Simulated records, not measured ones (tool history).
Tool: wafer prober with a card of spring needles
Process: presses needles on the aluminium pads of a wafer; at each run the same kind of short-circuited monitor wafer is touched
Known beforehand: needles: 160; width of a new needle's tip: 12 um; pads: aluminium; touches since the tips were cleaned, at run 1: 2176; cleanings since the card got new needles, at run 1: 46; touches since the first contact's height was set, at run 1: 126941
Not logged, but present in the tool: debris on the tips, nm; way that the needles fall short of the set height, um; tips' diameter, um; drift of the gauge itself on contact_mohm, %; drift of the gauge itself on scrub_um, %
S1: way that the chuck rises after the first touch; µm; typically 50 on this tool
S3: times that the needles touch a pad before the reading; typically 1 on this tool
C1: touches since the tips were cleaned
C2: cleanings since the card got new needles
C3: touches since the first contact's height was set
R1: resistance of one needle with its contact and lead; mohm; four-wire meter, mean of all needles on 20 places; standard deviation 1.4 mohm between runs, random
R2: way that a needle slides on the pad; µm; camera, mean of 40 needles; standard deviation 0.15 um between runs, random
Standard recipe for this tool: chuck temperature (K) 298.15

Run 1, hour 0.0: usual settings; C1 2176; C2 46; C3 126941. Result: R1 179 mohm, R2 12.11 µm.
At hour 1.0: tips cleaned on abrasive film.
At hour 5.5: tips cleaned on abrasive film.
At hour 9.1: tips cleaned on abrasive film.
At hour 12.8: tips cleaned on abrasive film.
At hour 17.3: tips cleaned on abrasive film.
At hour 20.9: tips cleaned on abrasive film.
At hour 25.4: tips cleaned on abrasive film.
At hour 29.9: tips cleaned on abrasive film.
At hour 34.4: tips cleaned on abrasive film.
Run 2, hour 35.5: usual settings; C1 724; C2 55; C3 151491. Result: R1 149 mohm, R2 11.97 µm.
At hour 38.2: tips cleaned on abrasive film.
At hour 41.9: tips cleaned on abrasive film.
At hour 45.5: tips cleaned on abrasive film.
At hour 49.1: tips cleaned on abrasive film.
At hour 53.6: tips cleaned on abrasive film.
At hour 58.1: tips cleaned on abrasive film.
At hour 61.8: tips cleaned on abrasive film.
At hour 65.4: tips cleaned on abrasive film.
At hour 69.9: tips cleaned on abrasive film.
At hour 73.6: tips cleaned on abrasive film.
At hour 78.1: tips cleaned on abrasive film.
Run 3, hour 81.2: usual settings but chuck temperature (K) 347.15; C1 2250; C2 66; C3 183211. Result: R1 192 mohm, R2 11.87 µm.
At hour 82.2: tips cleaned on abrasive film.
At hour 85.9: tips cleaned on abrasive film.
At hour 89.7: height of the first contact set anew.
At hour 90.7: tips cleaned on abrasive film.
At hour 94.3: tips cleaned on abrasive film.
At hour 97.9: tips cleaned on abrasive film.
At hour 102.4: tips cleaned on abrasive film.
At hour 107.0: tips cleaned on abrasive film.
At hour 111.5: tips cleaned on abrasive film.
Run 4, hour 113.2: usual settings but chuck temperature (K) 330.15; C1 1246; C2 74; C3 16293. Result: R1 170 mohm, R2 11.30 µm.
At hour 116.0: tips cleaned on abrasive film.
At hour 119.6: tips cleaned on abrasive film.
At hour 124.1: tips cleaned on abrasive film.
At hour 127.8: tips cleaned on abrasive film.
At hour 131.4: tips cleaned on abrasive film.
At hour 135.9: tips cleaned on abrasive film.
Run 5, hour 139.0: usual settings but chuck temperature (K) 330.15; C1 2205; C2 80; C3 34173. Result: R1 205 mohm, R2 11.32 µm.
At hour 140.0: tips cleaned on abrasive film.
At hour 143.6: tips cleaned on abrasive film.
At hour 147.2: tips cleaned on abrasive film.
At hour 151.8: tips cleaned on abrasive film.
At hour 156.3: tips cleaned on abrasive film.
At hour 159.9: tips cleaned on abrasive film.
At hour 163.5: tips cleaned on abrasive film.
At hour 167.2: tips cleaned on abrasive film.
At hour 171.7: tips cleaned on abrasive film.
At hour 176.2: tips cleaned on abrasive film.
Run 6, hour 177.8: usual settings but chuck temperature (K) 330.15; C1 1113; C2 90; C3 60992. Result: R1 177 mohm, R2 11.00 µm.
At hour 180.5: tips cleaned on abrasive film.
At hour 184.1: tips cleaned on abrasive film.
At hour 187.8: tips cleaned on abrasive film.
At hour 191.4: tips cleaned on abrasive film.
At hour 195.0: tips cleaned on abrasive film.
At hour 199.6: tips cleaned on abrasive film.
At hour 203.2: tips cleaned on abrasive film.
Run 7, hour 206.0: usual settings but S1 51 µm; C1 2017; C2 97; C3 80564. Result: R1 204 mohm, R2 11.16 µm.
At hour 207.0: tips cleaned on abrasive film.
At hour 211.5: tips cleaned on abrasive film.
At hour 216.0: tips cleaned on abrasive film.
At hour 219.7: tips cleaned on abrasive film.
At hour 223.3: tips cleaned on abrasive film.
At hour 227.1: height of the first contact set anew, once more.
At hour 228.1: tips cleaned on abrasive film.
At hour 231.7: tips cleaned on abrasive film.
At hour 236.3: tips cleaned on abrasive film.
At hour 240.8: tips cleaned on abrasive film.
At hour 244.4: tips cleaned on abrasive film.
At hour 248.9: tips cleaned on abrasive film.
Run 8, hour 250.4: usual settings; C1 1068; C2 108; C3 16115. Result: R1 165 mohm, R2 13.22 µm.
At hour 253.2: tips cleaned on abrasive film.
At hour 256.8: tips cleaned on abrasive film.
At hour 260.4: tips cleaned on abrasive film.
At hour 264.9: tips cleaned on abrasive film.
At hour 269.5: tips cleaned on abrasive film.
At hour 273.1: tips cleaned on abrasive film.
At hour 277.6: tips cleaned on abrasive film.
At hour 281.2: tips cleaned on abrasive film.
At hour 285.8: tips cleaned on abrasive film.
At hour 290.3: tips cleaned on abrasive film.
Run 9, hour 293.1: usual settings; C1 2017; C2 118; C3 45719. Result: R1 190 mohm, R2 12.90 µm.
At hour 294.1: tips cleaned on abrasive film.
At hour 298.6: tips cleaned on abrasive film.
At hour 302.2: tips cleaned on abrasive film.
At hour 305.9: tips cleaned on abrasive film.
At hour 310.4: tips cleaned on abrasive film.
At hour 314.0: tips cleaned on abrasive film.
At hour 317.6: tips cleaned on abrasive film.
At hour 321.3: tips cleaned on abrasive film.
At hour 325.8: tips cleaned on abrasive film.
At hour 329.4: tips cleaned on abrasive film.
Run 10, hour 332.4: usual settings but S1 63 µm; C1 2111; C2 128; C3 72910. Result: R1 157 mohm, R2 16.37 µm.
At hour 333.4: tips cleaned on abrasive film.
At hour 337.9: tips cleaned on abrasive film.
At hour 341.5: tips cleaned on abrasive film.
At hour 346.0: tips cleaned on abrasive film.
At hour 349.7: tips cleaned on abrasive film.
At hour 353.3: tips cleaned on abrasive film.
At hour 357.8: tips cleaned on abrasive film.
At hour 362.3: tips cleaned on abrasive film.
At hour 366.8: tips cleaned on abrasive film.
At hour 370.5: tips cleaned on abrasive film.
Run 11, hour 373.8: usual settings but S1 37 µm, chuck temperature (K) 315.15; C1 2385; C2 138; C3 101630. Result: R1 285 mohm, R2 9.26 µm.
At hour 374.8: tips cleaned on abrasive film.
At hour 378.4: tips cleaned on abrasive film.
At hour 382.1: tips cleaned on abrasive film.
At hour 386.6: tips cleaned on abrasive film.
At hour 391.1: tips cleaned on abrasive film.
At hour 395.6: tips cleaned on abrasive film.
At hour 399.3: tips cleaned on abrasive film.
At hour 402.9: tips cleaned on abrasive film.
At hour 407.4: tips cleaned on abrasive film.
At hour 411.0: tips cleaned on abrasive film.
At hour 415.5: tips cleaned on abrasive film.
Run 12, hour 415.5: usual settings but S1 53 µm, chuck temperature (K) 315.15, S3 2; C1 0; C2 149; C3 130469. Result: R1 126 mohm, R2 13.07 µm.
At hour 419.2: tips cleaned on abrasive film.
At hour 423.7: tips cleaned on abrasive film.
At hour 428.2: tips cleaned on abrasive film.
At hour 431.8: tips cleaned on abrasive film.
At hour 435.5: tips cleaned on abrasive film.
Run 13, hour 436.9: usual settings but S1 53 µm, chuck temperature (K) 364.15, S3 2; C1 989; C2 154; C3 145251. Result: R1 156 mohm, R2 12.69 µm.
At hour 439.6: tips cleaned on abrasive film.
At hour 443.2: tips cleaned on abrasive film.
At hour 446.9: tips cleaned on abrasive film.
At hour 451.4: tips cleaned on abrasive film.
At hour 455.0: tips cleaned on abrasive film.
At hour 459.5: tips cleaned on abrasive film.
At hour 464.0: tips cleaned on abrasive film.
At hour 468.6: tips cleaned on abrasive film.
At hour 473.1: tips cleaned on abrasive film.
At hour 476.7: tips cleaned on abrasive film.
At hour 480.3: tips cleaned on abrasive film.
Run 14, hour 482.3: usual settings but S1 38 µm, chuck temperature (K) 391.15; C1 1364; C2 165; C3 176710. Result: R1 260 mohm, R2 8.42 µm.
At hour 484.1: tips cleaned on abrasive film.
At hour 487.8: tips cleaned on abrasive film.
At hour 491.4: tips cleaned on abrasive film.
At hour 495.9: tips cleaned on abrasive film.
At hour 500.4: tips cleaned on abrasive film.
At hour 500.7: height of the first contact set anew.
At hour 504.3: tips cleaned on abrasive film.
At hour 508.9: tips cleaned on abrasive film.
At hour 512.5: tips cleaned on abrasive film.
At hour 516.1: tips cleaned on abrasive film.
At hour 519.8: tips cleaned on abrasive film.
At hour 524.3: tips cleaned on abrasive film.
Run 15, hour 524.6: usual settings but S1 31 µm, chuck temperature (K) 346.15, S3 2; C1 257; C2 176; C3 16557. Result: R1 172 mohm, R2 7.95 µm.
At hour 528.3: tips cleaned on abrasive film.
At hour 531.9: tips cleaned on abrasive film.
At hour 535.5: tips cleaned on abrasive film.
At hour 540.0: tips cleaned on abrasive film.
At hour 543.7: tips cleaned on abrasive film.
At hour 547.3: tips cleaned on abrasive film.
At hour 551.8: tips cleaned on abrasive film.
At hour 555.4: tips cleaned on abrasive film.
At hour 559.1: tips cleaned on abrasive film.
At hour 562.7: tips cleaned on abrasive film.
At hour 566.3: tips cleaned on abrasive film.
At hour 570.9: tips cleaned on abrasive film.
Run 16, hour 571.3: usual settings but chuck temperature (K) 387.15; C1 346; C2 188; C3 48879. Result: R1 158 mohm, R2 12.81 µm.

What differs in the tool's unlogged condition from the final listed run ahead of each entry between runs to the first listed run following it?
Run 1 -> run 2: tips cleaned on abrasive film (hour 1.0); tips cleaned on abrasive film (hour 5.5); tips cleaned on abrasive film (hour 9.1); tips cleaned on abrasive film (hour 12.8); tips cleaned on abrasive film (hour 17.3); tips cleaned on abrasive film (hour 20.9); tips cleaned on abrasive film (hour 25.4); tips cleaned on abrasive film (hour 29.9); tips cleaned on abrasive film (hour 34.4)
  debris on the tips, nm: 54.9 -> 26.4; way that the needles fall short of the set height, um: 3.51 -> 4.14; tips' diameter, um: 13.23 -> 13.45
  measured less the result without the state, R1: +64 -> +35 mohm; R2: -0.91 -> -1.09 µm
Run 2 -> run 3: tips cleaned on abrasive film (hour 38.2); tips cleaned on abrasive film (hour 41.9); tips cleaned on abrasive film (hour 45.5); tips cleaned on abrasive film (hour 49.1); tips cleaned on abrasive film (hour 53.6); tips cleaned on abrasive film (hour 58.1); tips cleaned on abrasive film (hour 61.8); tips cleaned on abrasive film (hour 65.4); tips cleaned on abrasive film (hour 69.9); tips cleaned on abrasive film (hour 73.6); tips cleaned on abrasive film (hour 78.1)
  debris on the tips, nm: 26.4 -> 55.5; way that the needles fall short of the set height, um: 4.14 -> 5; tips' diameter, um: 13.45 -> 13.75
  measured less the result without the state, R1: +35 -> +70 mohm; R2: -1.09 -> -1.31 µm
Run 3 -> run 4: tips cleaned on abrasive film (hour 82.2); tips cleaned on abrasive film (hour 85.9); height of the first contact set anew (hour 89.7); tips cleaned on abrasive film (hour 90.7); tips cleaned on abrasive film (hour 94.3); tips cleaned on abrasive film (hour 97.9); tips cleaned on abrasive film (hour 102.4); tips cleaned on abrasive film (hour 107.0); tips cleaned on abrasive film (hour 111.5)
  debris on the tips, nm: 55.5 -> 33.6; way that the needles fall short of the set height, um: 5 -> 6.76; tips' diameter, um: 13.75 -> 13.98
  measured less the result without the state, R1: +70 -> +51 mohm; R2: -1.31 -> -1.77 µm
Run 4 -> run 5: tips cleaned on abrasive film (hour 116.0); tips cleaned on abrasive film (hour 119.6); tips cleaned on abrasive film (hour 124.1); tips cleaned on abrasive film (hour 127.8); tips cleaned on abrasive film (hour 131.4); tips cleaned on abrasive film (hour 135.9)
  debris on the tips, nm: 33.6 -> 56.4; way that the needles fall short of the set height, um: 6.76 -> 7.22; tips' diameter, um: 13.98 -> 14.14
  measured less the result without the state, R1: +51 -> +85 mohm; R2: -1.77 -> -1.88 µm
Run 5 -> run 6: tips cleaned on abrasive film (hour 140.0); tips cleaned on abrasive film (hour 143.6); tips cleaned on abrasive film (hour 147.2); tips cleaned on abrasive film (hour 151.8); tips cleaned on abrasive film (hour 156.3); tips cleaned on abrasive film (hour 159.9); tips cleaned on abrasive film (hour 163.5); tips cleaned on abrasive film (hour 167.2); tips cleaned on abrasive film (hour 171.7); tips cleaned on abrasive film (hour 176.2)
  debris on the tips, nm: 56.4 -> 34.7; way that the needles fall short of the set height, um: 7.22 -> 7.95; tips' diameter, um: 14.14 -> 14.39
  measured less the result without the state, R1: +85 -> +58 mohm; R2: -1.88 -> -2.09 µm
Run 6 -> run 7: tips cleaned on abrasive film (hour 180.5); tips cleaned on abrasive film (hour 184.1); tips cleaned on abrasive film (hour 187.8); tips cleaned on abrasive film (hour 191.4); tips cleaned on abrasive film (hour 195.0); tips cleaned on abrasive film (hour 199.6); tips cleaned on abrasive film (hour 203.2)
  debris on the tips, nm: 34.7 -> 52.9; way that the needles fall short of the set height, um: 7.95 -> 8.47; tips' diameter, um: 14.39 -> 14.58
  measured less the result without the state, R1: +58 -> +89 mohm; R2: -2.09 -> -2.24 µm
Run 7 -> run 8: tips cleaned on abrasive film (hour 207.0); tips cleaned on abrasive film (hour 211.5); tips cleaned on abrasive film (hour 216.0); tips cleaned on abrasive film (hour 219.7); tips cleaned on abrasive film (hour 223.3); height of the first contact set anew, once more (hour 227.1); tips cleaned on abrasive film (hour 228.1); tips cleaned on abrasive film (hour 231.7); tips cleaned on abrasive film (hour 236.3); tips cleaned on abrasive film (hour 240.8); tips cleaned on abrasive film (hour 244.4); tips cleaned on abrasive film (hour 248.9)
  debris on the tips, nm: 52.9 -> 38.2; way that the needles fall short of the set height, um: 8.47 -> 0.45; tips' diameter, um: 14.58 -> 14.88
  measured less the result without the state, R1: +89 -> +50 mohm; R2: -2.24 -> -0.12 µm
Run 8 -> run 9: tips cleaned on abrasive film (hour 253.2); tips cleaned on abrasive film (hour 256.8); tips cleaned on abrasive film (hour 260.4); tips cleaned on abrasive film (hour 264.9); tips cleaned on abrasive film (hour 269.5); tips cleaned on abrasive film (hour 273.1); tips cleaned on abrasive film (hour 277.6); tips cleaned on abrasive film (hour 281.2); tips cleaned on abrasive film (hour 285.8); tips cleaned on abrasive film (hour 290.3)
  debris on the tips, nm: 38.2 -> 56.4; way that the needles fall short of the set height, um: 0.45 -> 1.23; tips' diameter, um: 14.88 -> 15.15
  measured less the result without the state, R1: +50 -> +76 mohm; R2: -0.12 -> -0.32 µm
Run 9 -> run 10: tips cleaned on abrasive film (hour 294.1); tips cleaned on abrasive film (hour 298.6); tips cleaned on abrasive film (hour 302.2); tips cleaned on abrasive film (hour 305.9); tips cleaned on abrasive film (hour 310.4); tips cleaned on abrasive film (hour 314.0); tips cleaned on abrasive film (hour 317.6); tips cleaned on abrasive film (hour 321.3); tips cleaned on abrasive film (hour 325.8); tips cleaned on abrasive film (hour 329.4)
  debris on the tips, nm: 56.4 -> 50.6; way that the needles fall short of the set height, um: 1.23 -> 2.04; tips' diameter, um: 15.15 -> 15.43
  measured less the result without the state, R1: +76 -> +48 mohm; R2: -0.32 -> -0.54 µm
Run 10 -> run 11: tips cleaned on abrasive film (hour 333.4); tips cleaned on abrasive film (hour 337.9); tips cleaned on abrasive film (hour 341.5); tips cleaned on abrasive film (hour 346.0); tips cleaned on abrasive film (hour 349.7); tips cleaned on abrasive film (hour 353.3); tips cleaned on abrasive film (hour 357.8); tips cleaned on abrasive film (hour 362.3); tips cleaned on abrasive film (hour 366.8); tips cleaned on abrasive film (hour 370.5)
  debris on the tips, nm: 50.6 -> 60.7; way that the needles fall short of the set height, um: 2.04 -> 2.8; tips' diameter, um: 15.43 -> 15.7
  measured less the result without the state, R1: +48 -> +162 mohm; R2: -0.54 -> -0.74 µm
Run 11 -> run 12: tips cleaned on abrasive film (hour 374.8); tips cleaned on abrasive film (hour 378.4); tips cleaned on abrasive film (hour 382.1); tips cleaned on abrasive film (hour 386.6); tips cleaned on abrasive film (hour 391.1); tips cleaned on abrasive film (hour 395.6); tips cleaned on abrasive film (hour 399.3); tips cleaned on abrasive film (hour 402.9); tips cleaned on abrasive film (hour 407.4); tips cleaned on abrasive film (hour 411.0); tips cleaned on abrasive film (hour 415.5)
  debris on the tips, nm: 60.7 -> 2.9; way that the needles fall short of the set height, um: 2.8 -> 3.6; tips' diameter, um: 15.7 -> 15.98
  measured less the result without the state, R1: +162 -> +9 mohm; R2: -0.74 -> -0.95 µm
Run 12 -> run 13: tips cleaned on abrasive film (hour 419.2); tips cleaned on abrasive film (hour 423.7); tips cleaned on abrasive film (hour 428.2); tips cleaned on abrasive film (hour 431.8); tips cleaned on abrasive film (hour 435.5)
  debris on the tips, nm: 2.9 -> 33.2; way that the needles fall short of the set height, um: 3.6 -> 4; tips' diameter, um: 15.98 -> 16.12
  measured less the result without the state, R1: +9 -> +33 mohm; R2: -0.95 -> -1.04 µm
Run 13 -> run 14: tips cleaned on abrasive film (hour 439.6); tips cleaned on abrasive film (hour 443.2); tips cleaned on abrasive film (hour 446.9); tips cleaned on abrasive film (hour 451.4); tips cleaned on abrasive film (hour 455.0); tips cleaned on abrasive film (hour 459.5); tips cleaned on abrasive film (hour 464.0); tips cleaned on abrasive film (hour 468.6); tips cleaned on abrasive film (hour 473.1); tips cleaned on abrasive film (hour 476.7); tips cleaned on abrasive film (hour 480.3)
  debris on the tips, nm: 33.2 -> 40.8; way that the needles fall short of the set height, um: 4 -> 4.86; tips' diameter, um: 16.12 -> 16.42
  measured less the result without the state, R1: +33 -> +121 mohm; R2: -1.04 -> -1.26 µm
Run 14 -> run 15: tips cleaned on abrasive film (hour 484.1); tips cleaned on abrasive film (hour 487.8); tips cleaned on abrasive film (hour 491.4); tips cleaned on abrasive film (hour 495.9); tips cleaned on abrasive film (hour 500.4); height of the first contact set anew (hour 500.7); tips cleaned on abrasive film (hour 504.3); tips cleaned on abrasive film (hour 508.9); tips cleaned on abrasive film (hour 512.5); tips cleaned on abrasive film (hour 516.1); tips cleaned on abrasive film (hour 519.8); tips cleaned on abrasive film (hour 524.3)
  debris on the tips, nm: 40.8 -> 11.7; way that the needles fall short of the set height, um: 4.86 -> 0.4; tips' diameter, um: 16.42 -> 16.68
  measured less the result without the state, R1: +121 -> +36 mohm; R2: -1.26 -> -0.10 µm
Run 15 -> run 16: tips cleaned on abrasive film (hour 528.3); tips cleaned on abrasive film (hour 531.9); tips cleaned on abrasive film (hour 535.5); tips cleaned on abrasive film (hour 540.0); tips cleaned on abrasive film (hour 543.7); tips cleaned on abrasive film (hour 547.3); tips cleaned on abrasive film (hour 551.8); tips cleaned on abrasive film (hour 555.4); tips cleaned on abrasive film (hour 559.1); tips cleaned on abrasive film (hour 562.7); tips cleaned on abrasive film (hour 566.3); tips cleaned on abrasive film (hour 570.9)
  debris on the tips, nm: 11.7 -> 14.8; way that the needles fall short of the set height, um: 0.4 -> 1.34; tips' diameter, um: 16.68 -> 17.01
  measured less the result without the state, R1: +36 -> +30 mohm; R2: -0.10 -> -0.35 µm

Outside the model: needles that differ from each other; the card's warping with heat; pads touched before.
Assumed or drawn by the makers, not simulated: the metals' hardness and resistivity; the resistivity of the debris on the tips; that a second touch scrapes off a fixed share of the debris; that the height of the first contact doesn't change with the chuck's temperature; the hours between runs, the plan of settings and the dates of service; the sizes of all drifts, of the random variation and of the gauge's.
